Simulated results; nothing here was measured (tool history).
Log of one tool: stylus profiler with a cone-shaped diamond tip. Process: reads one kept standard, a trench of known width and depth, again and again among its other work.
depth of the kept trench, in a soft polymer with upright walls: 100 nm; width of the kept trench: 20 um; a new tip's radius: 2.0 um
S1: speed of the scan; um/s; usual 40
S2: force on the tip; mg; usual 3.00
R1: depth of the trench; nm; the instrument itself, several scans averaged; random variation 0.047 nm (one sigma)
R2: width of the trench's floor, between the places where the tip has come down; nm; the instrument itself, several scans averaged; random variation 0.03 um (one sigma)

run 1 hour=0.0 | S1=40 S2=3.00 | R1=101.48 R2=18580
run 2 hour=8.2 | S1=40 S2=3.00 | R1=101.49 R2=18570
run 3 hour=22.2 | S1=40 S2=3.00 | R1=101.32 R2=18560
run 4 hour=31.6 | S1=40 S2=3.00 | R1=101.47 R2=18640
run 5 hour=41.5 | S1=40 S2=3.00 | R1=101.51 R2=18570
run 6 hour=51.5 | S1=40 S2=3.00 | R1=101.42 R2=18550
run 7 hour=65.6 | S1=40 S2=3.00 | R1=101.46 R2=18600
run 8 hour=79.1 | S1=40 S2=3.00 | R1=101.46 R2=18620
run 9 hour=91.5 | S1=40 S2=3.00 | R1=101.47 R2=18500
run 10 hour=106.2 | S1=40 S2=6.01 | R1=102.36 R2=18540
run 11 hour=120.7 | S1=40 S2=6.01 | R1=102.32 R2=18590
run 12 hour=132.2 | S1=40 S2=3.00 | R1=101.43 R2=18530
run 13 hour=142.0 | S1=40 S2=5.65 | R1=102.24 R2=18580
run 14 hour=151.0 | S1=40 S2=7.40 | R1=102.64 R2=18510
run 15 hour=158.9 | S1=49 S2=1.30 | R1=100.79 R2=18490
run 16 hour=168.1 | S1=29 S2=4.93 | R1=102.04 R2=18490
run 17 hour=178.1 | S1=13 S2=3.55 | R1=101.57 R2=18580
run 18 hour=187.2 | S1=62 S2=6.23 | R1=102.43 R2=18460
run 19 hour=195.9 | S1=18 S2=1.98 | R1=101.15 R2=18530
run 20 hour=209.8 | S1=20 S2=6.15 | R1=102.29 R2=18580
run 21 hour=217.5 | S1=35 S2=3.92 | R1=101.77 R2=18510
run 22 hour=230.6 | S1=35 S2=3.92 | R1=101.70 R2=18510
run 23 hour=242.1 | S1=35 S2=3.92 | R1=101.68 R2=18480
run 24 hour=252.9 | S1=14 S2=3.00 | R1=101.38 R2=18550
run 25 hour=260.0 | S1=72 S2=6.05 | R1=102.30 R2=18440

The same runs without the tool's hidden state, with the same run-to-run variation:
The hidden state here: radius of the tip, um; height scale over the true one, %; drift of the gauge itself on depth_nm, %; drift of the gauge itself on floor_um, %.
run=1 R1=101.51 R2=18650
run=2 R1=101.52 R2=18650
run=3 R1=101.36 R2=18640
run=4 R1=101.51 R2=18730
run=5 R1=101.55 R2=18660
run=6 R1=101.46 R2=18650
run=7 R1=101.50 R2=18710
run=8 R1=101.52 R2=18730
run=9 R1=101.53 R2=18620
run=10 R1=102.42 R2=18670
run=11 R1=102.38 R2=18730
run=12 R1=101.50 R2=18680
run=13 R1=102.31 R2=18730
run=14 R1=102.71 R2=18660
run=15 R1=100.86 R2=18650
run=16 R1=102.12 R2=18660
run=17 R1=101.65 R2=18750
run=18 R1=102.51 R2=18630
run=19 R1=101.24 R2=18710
run=20 R1=102.39 R2=18770
run=21 R1=101.86 R2=18710
run=22 R1=101.79 R2=18710
run=23 R1=101.78 R2=18690
run=24 R1=101.49 R2=18760
run=25 R1=102.41 R2=18660
